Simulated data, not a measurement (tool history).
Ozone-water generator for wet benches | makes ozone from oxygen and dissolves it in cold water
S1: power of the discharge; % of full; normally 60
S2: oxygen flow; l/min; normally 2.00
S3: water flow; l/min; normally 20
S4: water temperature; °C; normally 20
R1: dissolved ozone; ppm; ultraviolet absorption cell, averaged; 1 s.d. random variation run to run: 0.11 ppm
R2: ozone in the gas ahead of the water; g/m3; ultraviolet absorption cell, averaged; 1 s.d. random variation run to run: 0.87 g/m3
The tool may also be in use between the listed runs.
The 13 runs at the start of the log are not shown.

run    hour  S1    S2  S3  S4    R1     R2
 14   583.3  60  2.00  20  20   8.9  143.5
 15   645.4  60  2.00  20  20   9.0  143.8
 16   679.6  60  2.00  20  20   9.1  142.9
 17   712.8  89  1.53  24  12   9.8  218.7
 18   766.4  44  2.00  17  20   8.6  116.5
 19   798.9  80  2.00  28  20   8.0  172.8
 20   859.5  80  1.19  25  20   8.2  241.9
 21   885.0  80  2.47  26  20   8.7  147.5
 22   923.6  80  2.47  21  15  11.1  147.7
 23   977.0  80  2.47  21  15  10.9  148.9
 24  1032.2  80  2.47  21  15  11.0  146.7
 25  1092.8  80  2.47  12  15  17.4  147.6
 26  1120.9  60  2.00  20  22   8.9  142.0

What will run 27 give?
 27  1153.2  60  1.58  20  28   ?   ?

Run 27 gave R1 8.4 ppm, R2 168.1 g/m3.
Without the tool's hidden state the same run would have given R1 8.4 ppm, R2 168.1 g/m3.

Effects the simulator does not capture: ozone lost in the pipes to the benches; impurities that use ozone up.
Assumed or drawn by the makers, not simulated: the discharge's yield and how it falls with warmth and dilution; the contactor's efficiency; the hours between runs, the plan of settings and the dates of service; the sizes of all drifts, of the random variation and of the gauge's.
